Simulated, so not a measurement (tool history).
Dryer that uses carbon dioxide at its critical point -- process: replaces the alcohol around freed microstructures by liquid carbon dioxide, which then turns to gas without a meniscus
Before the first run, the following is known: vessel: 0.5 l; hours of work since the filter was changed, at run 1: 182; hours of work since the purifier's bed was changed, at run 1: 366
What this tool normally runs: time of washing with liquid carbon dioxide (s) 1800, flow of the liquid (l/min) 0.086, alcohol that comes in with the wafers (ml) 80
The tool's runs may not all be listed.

| run | hour | time of washing with liquid carbon dioxide (s) | flow of the liquid (l/min) | alcohol that comes in with the wafers (ml) | hours of work since the filter was changed | hours of work since the purifier's bed was changed | alcohol left in the vessel before it's heated (ppm by volume) |
|---|---|---|---|---|---|---|---|
| 1 | 0 | 1800 | 0.086 | 80 | 182 | 366 | 2900 |
| 2 | 24.2 | 1800 | 0.086 | 80 | 201 | 385 | 2924 |
| 3 | 41.9 | 1800 | 0.086 | 80 | 215 | 399 | 3060 |
| 4 | 61.4 | 1800 | 0.056 | 80 | 230 | 415 | 12187 |
| 5 | 76.6 | 1800 | 0.056 | 80 | 242 | 427 | 12257 |
| 6 | 95.5 | 1800 | 0.056 | 80 | 257 | 442 | 12561 |
| 7 | 111.2 | 2460 | 0.0895 | 21 | 269 | 454 | 239 |
| 8 | 135.1 | 2880 | 0.0669 | 21 | 288 | 473 | 418 |
| 9 | 148.7 | 1620 | 0.0738 | 27 | 299 | 483 | 2754 |
| 10 | 170.5 | 1980 | 0.1196 | 60 | 316 | 501 | 406 |

The logged runs with the hidden state left out (each run's random variation unchanged):
Hidden state present: flow that reaches the vessel past the clogged filter, %; alcohol in the recycled carbon dioxide, ppm; drift of the gauge itself on alcohol_ppm, %.
| run | alcohol left in the vessel before it's heated (ppm by volume) |
|---|---|
| 1 | 2345 |
| 2 | 2312 |
| 3 | 2382 |
| 4 | 10330 |
| 5 | 10302 |
| 6 | 10438 |
| 7 | 110 |
| 8 | 236 |
| 9 | 2087 |
| 10 | 194 |
